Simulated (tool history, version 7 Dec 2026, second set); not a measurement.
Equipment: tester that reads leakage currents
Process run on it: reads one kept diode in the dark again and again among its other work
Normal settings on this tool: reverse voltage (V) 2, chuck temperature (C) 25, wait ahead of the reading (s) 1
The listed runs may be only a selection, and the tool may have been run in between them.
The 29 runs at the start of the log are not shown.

run,hour,reverse voltage (V),chuck temperature (C),wait ahead of the reading (s),hours of work since the probe card was cleaned,hours of work since the tester was calibrated,hours of work since the chuck was calibrated,current that the tester gives (pA)
30,1793.3,3.04,53,3.8,2007,1419,247,90.01
31,1844.5,3.04,53,2.68,2030,1443,270,90.25
32,1926,3.04,53,2.68,2067,1479,307,90.06
33,1968.7,2,23,3.19,2086,1499,327,9.81
34,2037.2,4.99,23,2.2,2117,1530,358,16.86
35,2099.7,1.28,23,9.71,2145,1558,386,7.74
36,2185.9,1.27,53,2.25,2184,1597,425,59.6
37,2241.3,17.76,49,0.42,2210,1622,450,185.01
38,2328.2,4.09,49,2.71,2249,1662,490,82.7
39,2414.1,18.62,49,0.33,2288,1701,529,195.6
40,2486.8,12.36,25,0.56,2321,1734,562,39.32
41,2574.2,1.45,36,3.82,2360,1773,601,20.85

Each row is a separate what-if for the run after 41, all from the same tool condition, not one after another. Results?
A,2616,4.57,25,0.45,2379,1792,620,?
B,2616,2.49,21,6.22,2379,1792,620,?
C,2616,4.51,36,0.33,2379,1792,620,?

run,current that the tester gives (pA)
A,21.47
B,10.08
C,41.61
Stripped of hidden state, with their random variation kept, the same runs would have yielded:
run,current that the tester gives (pA)
A,17.68
B,7.98
C,36.9
